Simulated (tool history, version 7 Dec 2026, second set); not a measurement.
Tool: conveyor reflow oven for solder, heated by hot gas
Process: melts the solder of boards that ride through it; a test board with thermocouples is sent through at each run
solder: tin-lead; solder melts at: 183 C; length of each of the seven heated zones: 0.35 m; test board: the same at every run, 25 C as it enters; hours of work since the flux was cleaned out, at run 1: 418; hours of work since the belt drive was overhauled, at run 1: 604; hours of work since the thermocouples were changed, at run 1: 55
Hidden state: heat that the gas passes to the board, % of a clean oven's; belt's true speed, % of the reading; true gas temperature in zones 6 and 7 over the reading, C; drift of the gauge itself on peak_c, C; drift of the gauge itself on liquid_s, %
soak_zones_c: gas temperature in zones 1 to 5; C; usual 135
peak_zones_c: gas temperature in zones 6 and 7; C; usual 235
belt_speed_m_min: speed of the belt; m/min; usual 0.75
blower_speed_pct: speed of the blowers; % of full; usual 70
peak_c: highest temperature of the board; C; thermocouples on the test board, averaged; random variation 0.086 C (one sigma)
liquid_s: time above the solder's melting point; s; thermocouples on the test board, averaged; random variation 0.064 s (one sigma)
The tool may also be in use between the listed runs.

run,hour,soak_zones_c,peak_zones_c,belt_speed_m_min,blower_speed_pct,hours of work since the flux was cleaned out,hours of work since the belt drive was overhauled,hours of work since the thermocouples were changed,peak_c,liquid_s
1,0,135,235,0.75,70,418,604,55,213.17,38.58
2,34.5,135,235,0.75,70,434,620,72,212.98,38.69
3,88.4,135,235,0.75,70,460,646,98,212.98,38.55
4,123.9,135,235,0.75,70,477,663,115,212.87,38.58
# hour 166.7: flux residue cleaned out of gas plates and filters
5,187,135,235,0.75,70,10,691,143,211.51,37.26
6,228.8,135,225,0.75,70,30,711,163,203.33,30.64
7,276.7,135,225,0.75,70,53,734,186,203.4,30.59
8,305.5,139,235,0.75,70,67,748,200,212.34,38.81
9,352,139,235,0.75,70,89,770,222,211.97,39.01
10,383.4,139,235,0.75,70,104,785,237,212.12,38.83
# hour 392.2: belt drive overhauled, speed set with a stopwatch
# hour 423.6: flux residue cleaned out of gas plates and filters, once more
11,451.2,135,230,0.75,52,13,26,265,207.27,33.32
12,485.9,144,237,0.75,78,30,43,282,220.56,45.19
13,546.9,128,236,0.75,78,59,72,311,216.66,38.94
14,590.9,131,235,0.75,70,80,93,332,214.65,38.25
15,622.2,130,228,0.644,70,95,108,347,213.75,44.54
16,666.5,135,236,0.644,70,117,129,369,221.45,50.92
17,724.7,147,236,0.834,70,144,157,396,214.87,38
18,763.8,147,236,0.834,70,163,176,415,214.84,37.93
19,811.4,141,236,0.823,54,186,199,438,209.88,33.15
20,867.3,141,236,0.823,54,213,226,465,209.84,32.97

Forecast each of these 4 alternatives for the next run:
A,915.2,135,228,0.865,54,236,249,488,?,?
B,915.2,137,247,0.691,70,236,249,488,?,?
C,915.2,135,235,0.75,71,236,249,488,?,?
D,915.2,135,241,0.75,70,236,249,488,?,?

run,peak_c,liquid_s
A,199.61,22
B,228.63,51.42
C,215.16,39.65
D,220.05,42.44
Without the tool's hidden state the same runs would have given:
run,peak_c,liquid_s
A,199.95,22.37
B,228.77,51.18
C,215.38,39.73
D,220.33,42.44
